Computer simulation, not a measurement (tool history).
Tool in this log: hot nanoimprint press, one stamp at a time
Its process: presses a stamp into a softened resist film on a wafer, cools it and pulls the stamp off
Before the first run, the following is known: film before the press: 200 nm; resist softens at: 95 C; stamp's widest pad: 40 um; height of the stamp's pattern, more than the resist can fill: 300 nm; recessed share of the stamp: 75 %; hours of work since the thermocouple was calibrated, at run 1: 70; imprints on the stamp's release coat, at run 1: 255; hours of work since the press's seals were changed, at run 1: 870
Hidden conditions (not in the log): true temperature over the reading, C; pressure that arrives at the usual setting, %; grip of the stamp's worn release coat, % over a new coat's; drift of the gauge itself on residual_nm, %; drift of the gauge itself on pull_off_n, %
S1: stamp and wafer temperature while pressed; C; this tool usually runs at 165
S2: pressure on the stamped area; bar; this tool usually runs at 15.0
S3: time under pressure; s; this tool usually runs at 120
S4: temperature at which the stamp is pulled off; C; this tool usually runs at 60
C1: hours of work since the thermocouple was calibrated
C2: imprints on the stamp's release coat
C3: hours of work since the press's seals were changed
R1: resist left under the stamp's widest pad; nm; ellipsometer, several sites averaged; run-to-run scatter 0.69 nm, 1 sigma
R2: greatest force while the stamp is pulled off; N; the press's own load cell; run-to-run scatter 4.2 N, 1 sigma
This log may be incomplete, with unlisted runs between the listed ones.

run,day,S1,S2,S3,S4,C1,C2,C3,R1,R2
1,0.000,165,15.0,120,60,70,255,870,81.2,218
2,3.154,165,15.0,120,60,117,549,916,81.9,254
# day 5.600: stamp cleaned and given a new release coat
3,6.988,165,15.0,120,60,170,129,969,83.4,210
4,10.646,166,15.0,120,60,224,469,1023,80.3,242
# day 14.000: stamp cleaned and given a new release coat
5,14.796,157,15.0,120,60,281,74,1081,115.7,211
6,16.954,157,15.0,120,60,313,275,1113,115.1,229
# day 20.475: press's hydraulic seals changed and the load cell set to zero
7,20.733,153,15.0,120,60,364,595,4,128.2,262
# day 22.675: stamp cleaned and given a new release coat
8,24.162,173,15.0,120,60,411,138,51,60.3,215
# day 26.379: plate thermocouple calibrated
9,28.458,165,15.0,114,60,31,526,112,85.9,250
# day 31.171: stamp cleaned and given a new release coat
10,31.883,165,15.0,116,60,78,66,159,84.8,209
11,35.958,165,15.0,120,60,138,445,220,84.2,240
12,38.262,165,15.0,120,60,172,660,254,85.0,262
# day 39.442: stamp cleaned and given a new release coat
13,41.517,165,15.0,120,60,216,193,298,85.3,226
# day 44.046: plate thermocouple calibrated, once more
14,45.642,165,15.0,120,60,24,565,357,80.5,243
# day 48.038: stamp cleaned and given a new release coat
15,48.038,165,11.5,120,60,55,0,389,91.8,198
16,49.829,175,11.5,125,60,82,166,415,60.5,216
17,53.575,175,11.5,125,60,137,515,471,61.7,245
18,55.767,175,11.5,125,60,170,718,503,63.1,270
# day 56.333: stamp cleaned and given a new release coat
19,59.362,175,11.5,125,60,219,282,553,61.9,216
20,63.000,159,9.4,70,65,273,620,606,145.3,222
# day 64.796: stamp cleaned and given a new release coat
21,67.142,165,17.9,171,48,330,218,664,67.3,268

Run 22 comes next. What will it give?
22,70.875,165,17.3,149,65,385,566,719,?,?

{"run 22": {"R1": 73.4, "R2": 230}}
With the hidden condition absent and the run-to-run variation left alone, this run would have shown R1 69.5 nm, R2 185 N.
